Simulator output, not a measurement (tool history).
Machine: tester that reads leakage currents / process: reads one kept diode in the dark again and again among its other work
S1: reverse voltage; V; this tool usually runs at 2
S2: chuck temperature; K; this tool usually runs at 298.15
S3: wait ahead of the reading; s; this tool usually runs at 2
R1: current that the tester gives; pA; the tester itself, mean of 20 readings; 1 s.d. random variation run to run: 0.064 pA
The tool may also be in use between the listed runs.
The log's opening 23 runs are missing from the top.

run,hour,S1,S2,S3,R1
24,562.7,14.23,298.15,1.77,66.97
25,585.1,2,302.15,1.3,22.66
26,608.6,3.21,312.15,1.4,50.75
27,642.1,2,309.15,0.37,35.04
28,661.9,2,309.15,0.57,34.54
29,688.9,5.06,328.15,0.85,158.43
30,716.4,5.06,323.15,0.85,118.27
31,735.2,1.2,302.15,0.85,17.63
# hour 768.4: probe card cleaned and baked
32,770,1.03,306.15,0.85,17.87
33,800.6,17.98,305.15,1.35,50.63

Predict each of these 3 candidate next runs independently; none follows another, all start after run 33:
A,817,11.35,298.15,2.63,?
B,817,2,298.15,5.65,?
C,817,2.38,322.15,2,?

run,R1
A,24.69
B,12.3
C,73.11
The same runs, with their run-to-run variation unchanged, on a tool lacking any hidden condition would have given:
run,R1
A,25.76
B,13
C,76.96
